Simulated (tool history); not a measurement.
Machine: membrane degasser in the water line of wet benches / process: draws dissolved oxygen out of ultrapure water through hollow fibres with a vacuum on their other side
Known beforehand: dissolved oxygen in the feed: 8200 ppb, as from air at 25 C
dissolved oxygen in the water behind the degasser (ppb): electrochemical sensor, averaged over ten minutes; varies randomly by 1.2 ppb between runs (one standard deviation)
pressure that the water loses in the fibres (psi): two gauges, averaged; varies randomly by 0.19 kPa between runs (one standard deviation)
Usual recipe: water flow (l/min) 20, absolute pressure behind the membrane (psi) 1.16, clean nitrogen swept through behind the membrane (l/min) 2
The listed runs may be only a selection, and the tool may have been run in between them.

run	day	water flow (l/min)	absolute pressure behind the membrane (psi)	clean nitrogen swept through behind the membrane (l/min)	dissolved oxygen in the water behind the degasser (ppb)	pressure that the water loses in the fibres (psi)
1	0	20	1.16	2	121	5.696
2	2.429	20	1.16	2	124.1	5.69
3	5.238	20	1.16	2	121.4	5.656
4	6.938	21	1.16	2	129.2	5.965
5	10.267	21	1.16	2	129.5	5.994
6	12.762	21	1.16	2	126.6	6.013
7	15.883	21	1.16	2	129.9	5.977
8	18.496	21	1.16	2	129	5.961
9	20.45	20	1.16	2	123.2	5.733
10	23.954	20	1.16	2	121.6	5.69
11	26.283	20	1.16	2	122.7	5.693
12	29.85	20	1.16	2	124.6	5.691
13	33.158	20	1.16	2	124.2	5.736
14	36.042	12	1.755	3.81	72.7	3.385
15	39.033	12	1.755	3.81	72.9	3.448
16	41.625	26	0.837	2.85	71.1	7.375
17	44.525	20	1.168	2.02	126.3	5.745
18	46.812	22	1.458	1.17	301.6	6.337
19	48.879	22	1.458	1.17	308.1	6.318
20	50.929	16	1.458	1.97	145	4.577
21	53.575	27	2.688	2.69	375.9	7.677
22	56.979	27	2.688	2.69	365.2	7.735
23	58.633	20	2.139	0.93	522.6	5.748
24	60.842	12	1.55	2.23	99.8	3.439
25	62.712	12	1.55	2.23	98.9	3.468
26	65.788	14	1.55	1.56	158.3	4.023

The log once held 2 entries between its listed runs, left out of this copy. Where does each go, and what is different about the tool's unlogged condition between the listed run before it and the listed run after it?
From run 18 to run 19: vacuum gauge calibrated (day 46.992)
  membrane still open, %: 97 -> 96.9; true pressure behind the membrane over the reading, kPa: 0.4 -> 0.67
  measured value less the no-hidden-state value, dissolved oxygen in the water behind the degasser (ppb): +17.9 -> +28.3; pressure that the water loses in the fibres (psi): +0.19 -> +0.193
From run 21 to run 22: vacuum gauge calibrated, once more (day 56.979)
  membrane still open, %: 96.9 -> 96.8; true pressure behind the membrane over the reading, kPa: 0.68 -> -0.01; air that leaks in behind the membrane, l/min: 0.008 -> 0.0082
  measured value less the no-hidden-state value, dissolved oxygen in the water behind the degasser (ppb): +18.5 -> +3.4; pressure that the water loses in the fibres (psi): +0.241 -> +0.247

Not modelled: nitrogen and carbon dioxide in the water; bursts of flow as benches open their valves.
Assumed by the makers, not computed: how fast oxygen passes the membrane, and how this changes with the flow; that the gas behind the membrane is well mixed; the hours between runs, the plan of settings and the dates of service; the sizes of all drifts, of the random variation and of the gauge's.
